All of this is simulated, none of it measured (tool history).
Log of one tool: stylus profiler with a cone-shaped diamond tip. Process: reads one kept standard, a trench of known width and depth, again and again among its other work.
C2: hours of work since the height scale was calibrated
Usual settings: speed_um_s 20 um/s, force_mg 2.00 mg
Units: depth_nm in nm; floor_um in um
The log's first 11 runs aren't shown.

{"run": 12, "day": 34.108, "speed_um_s": 20, "force_mg": 3.61, "scans with this tip": 28359, "C2": 229, "depth_nm": 508.95, "floor_um": 44.13}
{"run": 13, "day": 36.2, "speed_um_s": 14, "force_mg": 2.0, "scans with this tip": 28666, "C2": 256, "depth_nm": 505.78, "floor_um": 44.11}
{"run": 14, "day": 39.688, "speed_um_s": 14, "force_mg": 2.0, "scans with this tip": 29177, "C2": 301, "depth_nm": 505.61, "floor_um": 44.1}
{"run": 15, "day": 41.521, "speed_um_s": 62, "force_mg": 2.0, "scans with this tip": 29446, "C2": 324, "depth_nm": 505.71, "floor_um": 43.78}
{"run": 16, "day": 45.412, "speed_um_s": 62, "force_mg": 2.0, "scans with this tip": 30016, "C2": 374, "depth_nm": 505.42, "floor_um": 43.83}
{"run": 17, "day": 48.104, "speed_um_s": 62, "force_mg": 2.0, "scans with this tip": 30410, "C2": 409, "depth_nm": 505.37, "floor_um": 43.83}
{"run": 18, "day": 49.971, "speed_um_s": 62, "force_mg": 2.0, "scans with this tip": 30684, "C2": 433, "depth_nm": 505.49, "floor_um": 43.82}
{"run": 19, "day": 53.712, "speed_um_s": 17, "force_mg": 2.0, "scans with this tip": 31233, "C2": 481, "depth_nm": 505.27, "floor_um": 44.02}
{"run": 20, "day": 56.45, "speed_um_s": 17, "force_mg": 2.0, "scans with this tip": 31634, "C2": 516, "depth_nm": 505.3, "floor_um": 44.0}
{"run": 21, "day": 59.804, "speed_um_s": 17, "force_mg": 2.0, "scans with this tip": 32126, "C2": 559, "depth_nm": 505.1, "floor_um": 43.96}
{"run": 22, "day": 62.108, "speed_um_s": 17, "force_mg": 2.0, "scans with this tip": 32464, "C2": 589, "depth_nm": 504.94, "floor_um": 43.94}
{"run": 23, "day": 64.325, "speed_um_s": 67, "force_mg": 1.9, "scans with this tip": 32788, "C2": 618, "depth_nm": 504.84, "floor_um": 43.64}
{"day": 66.588, "done": "new tip fitted, height scale calibrated"}
{"run": 24, "day": 66.942, "speed_um_s": 67, "force_mg": 3.12, "scans with this tip": 52, "C2": 5, "depth_nm": 508.58, "floor_um": 45.25}
{"run": 25, "day": 69.642, "speed_um_s": 71, "force_mg": 4.48, "scans with this tip": 447, "C2": 39, "depth_nm": 510.71, "floor_um": 45.31}
{"run": 26, "day": 72.967, "speed_um_s": 71, "force_mg": 4.48, "scans with this tip": 935, "C2": 82, "depth_nm": 510.73, "floor_um": 45.33}
{"run": 27, "day": 76.75, "speed_um_s": 71, "force_mg": 4.48, "scans with this tip": 1490, "C2": 131, "depth_nm": 510.74, "floor_um": 45.29}
{"run": 28, "day": 78.742, "speed_um_s": 18, "force_mg": 0.89, "scans with this tip": 1782, "C2": 156, "depth_nm": 503.24, "floor_um": 45.39}
{"run": 29, "day": 81.633, "speed_um_s": 72, "force_mg": 0.69, "scans with this tip": 2206, "C2": 193, "depth_nm": 502.89, "floor_um": 44.79}
{"run": 30, "day": 84.375, "speed_um_s": 16, "force_mg": 5.45, "scans with this tip": 2608, "C2": 229, "depth_nm": 511.82, "floor_um": 45.4}
{"run": 31, "day": 88.262, "speed_um_s": 29, "force_mg": 5.45, "scans with this tip": 3178, "C2": 279, "depth_nm": 511.86, "floor_um": 45.36}
{"run": 32, "day": 90.675, "speed_um_s": 29, "force_mg": 5.45, "scans with this tip": 3531, "C2": 310, "depth_nm": 511.79, "floor_um": 45.28}
{"run": 33, "day": 92.421, "speed_um_s": 29, "force_mg": 5.45, "scans with this tip": 3787, "C2": 332, "depth_nm": 511.68, "floor_um": 45.28}
{"run": 34, "day": 94.679, "speed_um_s": 26, "force_mg": 5.45, "scans with this tip": 4118, "C2": 361, "depth_nm": 511.64, "floor_um": 45.2}

Run 35 comes next. What will it give?
{"run": 35, "day": 96.904, "speed_um_s": 26, "force_mg": 5.45, "scans with this tip": 4444, "C2": 390, "depth_nm": "?", "floor_um": "?"}

{"run 35": {"depth_nm": 511.55, "floor_um": 45.27}}
Without the tool's hidden state the same run would have given depth_nm 512.55 nm, floor_um 45.57 um.
